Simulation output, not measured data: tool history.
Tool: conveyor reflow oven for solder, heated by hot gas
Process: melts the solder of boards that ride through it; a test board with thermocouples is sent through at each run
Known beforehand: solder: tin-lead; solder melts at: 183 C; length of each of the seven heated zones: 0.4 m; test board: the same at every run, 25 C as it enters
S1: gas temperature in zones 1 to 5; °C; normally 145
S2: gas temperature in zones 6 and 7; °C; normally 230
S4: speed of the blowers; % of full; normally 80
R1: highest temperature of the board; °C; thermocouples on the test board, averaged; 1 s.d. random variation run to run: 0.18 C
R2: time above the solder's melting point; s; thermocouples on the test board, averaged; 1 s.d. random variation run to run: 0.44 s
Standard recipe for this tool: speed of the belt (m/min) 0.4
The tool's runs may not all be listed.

Run 1, hour 0: usual settings. Result: R1 220.8 °C, R2 99.5 s.
Run 2, hour 4.4: usual settings. Result: R1 220.8 °C, R2 99.9 s.
Run 3, hour 12.6: usual settings. Result: R1 220.3 °C, R2 100.4 s.
Run 4, hour 21.3: usual settings but speed of the belt (m/min) 0.415. Result: R1 219.5 °C, R2 95.9 s.
Run 5, hour 26.2: usual settings but speed of the belt (m/min) 0.415. Result: R1 219.7 °C, R2 95.1 s.
Run 6, hour 34.1: usual settings but speed of the belt (m/min) 0.415. Result: R1 219.5 °C, R2 95.2 s.
Run 7, hour 42.3: usual settings but S4 64 % of full. Result: R1 219.4 °C, R2 97.6 s.
Run 8, hour 50.1: usual settings but S2 241 °C, S4 64 % of full. Result: R1 229.2 °C, R2 107.3 s.
Run 9, hour 57.8: usual settings but S2 239 °C. Result: R1 228.7 °C, R2 106.7 s.
Run 10, hour 64.2: usual settings but S2 232 °C. Result: R1 222.6 °C, R2 102 s.
Run 11, hour 72.2: usual settings. Result: R1 220.8 °C, R2 100 s.
At hour 76.8: belt drive overhauled, speed set with a stopwatch.
Run 12, hour 83.6: usual settings but speed of the belt (m/min) 0.447. Result: R1 217.7 °C, R2 85.6 s.
Run 13, hour 89.5: usual settings but S4 69 % of full. Result: R1 219.2 °C, R2 98.7 s.
Run 14, hour 94.4: usual settings. Result: R1 220.7 °C, R2 100.8 s.
Run 15, hour 103.4: usual settings. Result: R1 220.5 °C, R2 100.1 s.
Run 16, hour 108: usual settings. Result: R1 220.6 °C, R2 100.6 s.
Run 17, hour 115.3: usual settings but S1 141 °C, S4 65 % of full. Result: R1 218.2 °C, R2 95 s.
At hour 120.6: belt drive overhauled, speed set with a stopwatch, once more.
Run 18, hour 128: usual settings but S1 153 °C, speed of the belt (m/min) 0.407. Result: R1 220.7 °C, R2 102.6 s.
Run 19, hour 132.9: usual settings but S2 233 °C, speed of the belt (m/min) 0.396, S4 74 % of full. Result: R1 222.5 °C, R2 102.5 s.
Run 20, hour 138.5: usual settings but S1 152 °C, S2 240 °C, speed of the belt (m/min) 0.376, S4 74 % of full. Result: R1 231.2 °C, R2 119.7 s.
Run 21, hour 147.5: usual settings but S1 142 °C, speed of the belt (m/min) 0.431, S4 53 % of full. Result: R1 214.2 °C, R2 81.5 s.
Run 22, hour 154.8: usual settings but S1 159 °C, S2 223 °C, speed of the belt (m/min) 0.445, S4 67 % of full. Result: R1 212.8 °C, R2 88.9 s.
Run 23, hour 161.9: usual settings but S1 144 °C, S2 223 °C, speed of the belt (m/min) 0.445, S4 67 % of full. Result: R1 209.7 °C, R2 75 s.
Run 24, hour 168.5: usual settings but S1 144 °C, S2 223 °C, speed of the belt (m/min) 0.445, S4 67 % of full. Result: R1 209.4 °C, R2 74.3 s.
Run 25, hour 177.1: usual settings but S1 144 °C, S2 223 °C, speed of the belt (m/min) 0.445, S4 67 % of full. Result: R1 209.7 °C, R2 74 s.
Run 26, hour 184.9: usual settings but S1 147 °C, S2 233 °C, speed of the belt (m/min) 0.459, S4 50 % of full. Result: R1 214.8 °C, R2 79.4 s.
Run 27, hour 191.3: usual settings but S1 147 °C, S2 233 °C, speed of the belt (m/min) 0.459, S4 50 % of full. Result: R1 215 °C, R2 79.1 s.
Run 28, hour 199.4: usual settings but S1 147 °C, S2 233 °C, speed of the belt (m/min) 0.459, S4 50 % of full. Result: R1 214.8 °C, R2 79.5 s.
Run 29, hour 207.7: usual settings but S1 147 °C, S2 233 °C, speed of the belt (m/min) 0.459, S4 50 % of full. Result: R1 214.8 °C, R2 79.9 s.
Run 30, hour 213.5: usual settings but S1 147 °C, S2 233 °C, speed of the belt (m/min) 0.459, S4 50 % of full. Result: R1 215 °C, R2 79.7 s.
Run 31, hour 220.4: usual settings but S1 147 °C, S2 233 °C, speed of the belt (m/min) 0.459, S4 50 % of full. Result: R1 214.5 °C, R2 79.9 s.

Predict each of these 3 candidate next runs independently; none follows another, all start after run 31:
Run A, hour 226.8: usual settings but S4 57 % of full. Result: R1 ?, R2 ?.
Run B, hour 226.8: usual settings but S1 147 °C, S2 239 °C, speed of the belt (m/min) 0.459, S4 56 % of full. Result: R1 ?, R2 ?.
Run C, hour 226.8: usual settings but S1 141 °C, S2 222 °C, speed of the belt (m/min) 0.459, S4 50 % of full. Result: R1 ?, R2 ?.

run     R1    R2
  A  217.3  94.8
  B    221  87.4
  C  204.2    61
Without the tool's hidden state the same runs would have given:
run     R1    R2
  A  216.8  94.4
  B  220.9  87.3
  C    204  61.1

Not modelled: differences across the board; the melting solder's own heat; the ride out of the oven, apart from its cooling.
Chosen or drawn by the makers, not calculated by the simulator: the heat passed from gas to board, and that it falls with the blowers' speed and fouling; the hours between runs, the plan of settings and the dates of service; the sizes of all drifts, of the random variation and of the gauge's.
